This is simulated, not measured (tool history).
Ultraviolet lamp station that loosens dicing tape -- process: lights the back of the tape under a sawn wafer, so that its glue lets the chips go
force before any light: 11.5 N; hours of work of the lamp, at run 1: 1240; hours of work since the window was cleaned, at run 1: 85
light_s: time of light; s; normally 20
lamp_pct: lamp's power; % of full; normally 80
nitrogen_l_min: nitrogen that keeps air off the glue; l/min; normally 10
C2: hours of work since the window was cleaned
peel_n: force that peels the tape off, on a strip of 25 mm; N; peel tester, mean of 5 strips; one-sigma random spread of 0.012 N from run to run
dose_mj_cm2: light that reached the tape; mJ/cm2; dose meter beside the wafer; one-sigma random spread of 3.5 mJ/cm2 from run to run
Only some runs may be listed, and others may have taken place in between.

Run 1, day 0.000: usual settings; hours of work of the lamp 1240; C2 85. Result: peel_n 0.556 N, dose_mj_cm2 571 mJ/cm2.
Run 2, day 1.358: usual settings but nitrogen_l_min 5 l/min; hours of work of the lamp 1256; C2 102. Result: peel_n 1.097 N, dose_mj_cm2 574 mJ/cm2.
Run 3, day 4.067: usual settings but nitrogen_l_min 5 l/min; hours of work of the lamp 1289; C2 135. Result: peel_n 1.082 N, dose_mj_cm2 583 mJ/cm2.
Run 4, day 6.104: usual settings but nitrogen_l_min 5 l/min; hours of work of the lamp 1314; C2 160. Result: peel_n 1.052 N, dose_mj_cm2 577 mJ/cm2.
Run 5, day 8.808: usual settings but lamp_pct 90 % of full, nitrogen_l_min 5 l/min; hours of work of the lamp 1347; C2 192. Result: peel_n 0.861 N, dose_mj_cm2 645 mJ/cm2.
Run 6, day 10.746: usual settings; hours of work of the lamp 1370; C2 216. Result: peel_n 0.565 N, dose_mj_cm2 578 mJ/cm2.
Run 7, day 12.558: usual settings but lamp_pct 79 % of full; hours of work of the lamp 1392; C2 238. Result: peel_n 0.565 N, dose_mj_cm2 572 mJ/cm2.
Run 8, day 14.817: usual settings but lamp_pct 79 % of full; hours of work of the lamp 1420; C2 265. Result: peel_n 0.561 N, dose_mj_cm2 573 mJ/cm2.
Run 9, day 16.446: usual settings but lamp_pct 79 % of full; hours of work of the lamp 1440; C2 285. Result: peel_n 0.585 N, dose_mj_cm2 568 mJ/cm2.
Run 10, day 17.862: usual settings but light_s 30 s, lamp_pct 79 % of full; hours of work of the lamp 1457; C2 302. Result: peel_n 0.279 N, dose_mj_cm2 854 mJ/cm2.
Run 11, day 20.383: usual settings but lamp_pct 65 % of full, nitrogen_l_min 4 l/min; hours of work of the lamp 1487; C2 333. Result: peel_n 1.993 N, dose_mj_cm2 465 mJ/cm2.
At day 21.121: lamp changed.
Run 12, day 21.954: usual settings but lamp_pct 65 % of full, nitrogen_l_min 4 l/min; hours of work of the lamp 10; C2 351. Result: peel_n 1.927 N, dose_mj_cm2 471 mJ/cm2.
Run 13, day 24.633: usual settings but light_s 18 s, lamp_pct 93 % of full, nitrogen_l_min 5 l/min; hours of work of the lamp 43; C2 384. Result: peel_n 0.978 N, dose_mj_cm2 602 mJ/cm2.
Run 14, day 26.538: usual settings but light_s 14 s, lamp_pct 93 % of full, nitrogen_l_min 5 l/min; hours of work of the lamp 66; C2 407. Result: peel_n 1.586 N, dose_mj_cm2 467 mJ/cm2.
At day 26.788: window cleaned of glue's vapour.
Run 15, day 28.838: usual settings but light_s 14 s, lamp_pct 93 % of full, nitrogen_l_min 5 l/min; hours of work of the lamp 93; C2 25. Result: peel_n 1.632 N, dose_mj_cm2 471 mJ/cm2.
Run 16, day 30.838: usual settings but light_s 14 s, lamp_pct 93 % of full, nitrogen_l_min 5 l/min; hours of work of the lamp 118; C2 49. Result: peel_n 1.679 N, dose_mj_cm2 472 mJ/cm2.
Run 17, day 32.788: usual settings but light_s 19 s, lamp_pct 85 % of full, nitrogen_l_min 4 l/min; hours of work of the lamp 141; C2 73. Result: peel_n 1.274 N, dose_mj_cm2 584 mJ/cm2.
Run 18, day 34.954: usual settings but light_s 19 s, lamp_pct 85 % of full, nitrogen_l_min 4 l/min; hours of work of the lamp 168; C2 99. Result: peel_n 1.309 N, dose_mj_cm2 585 mJ/cm2.

Alternative continuations, all from the tool just after run 18; predict every row:
Run A, day 36.296: usual settings but light_s 18 s; hours of work of the lamp 184; C2 115. Result: peel_n ?, dose_mj_cm2 ?.
Run B, day 36.296: usual settings but light_s 11 s, lamp_pct 68 % of full; hours of work of the lamp 184; C2 115. Result: peel_n ?, dose_mj_cm2 ?.
Run C, day 36.296: usual settings but light_s 27 s, lamp_pct 84 % of full; hours of work of the lamp 184; C2 115. Result: peel_n ?, dose_mj_cm2 ?.
Run D, day 36.296: usual settings but lamp_pct 68 % of full; hours of work of the lamp 184; C2 115. Result: peel_n ?, dose_mj_cm2 ?.
Run E, day 36.296: usual settings but light_s 18 s, lamp_pct 73 % of full, nitrogen_l_min 15 l/min; hours of work of the lamp 184; C2 115. Result: peel_n ?, dose_mj_cm2 ?.

run  peel_n  dose_mj_cm2
  A   0.684          520
  B   2.446          273
  C   0.289          823
  D   0.779          482
  E   0.591          473
Take away the tool's hidden state, keep each run's random variation, and the runs would have read:
run  peel_n  dose_mj_cm2
  A   0.684          520
  B   2.445          273
  C   0.289          823
  D   0.778          482
  E   0.591          473
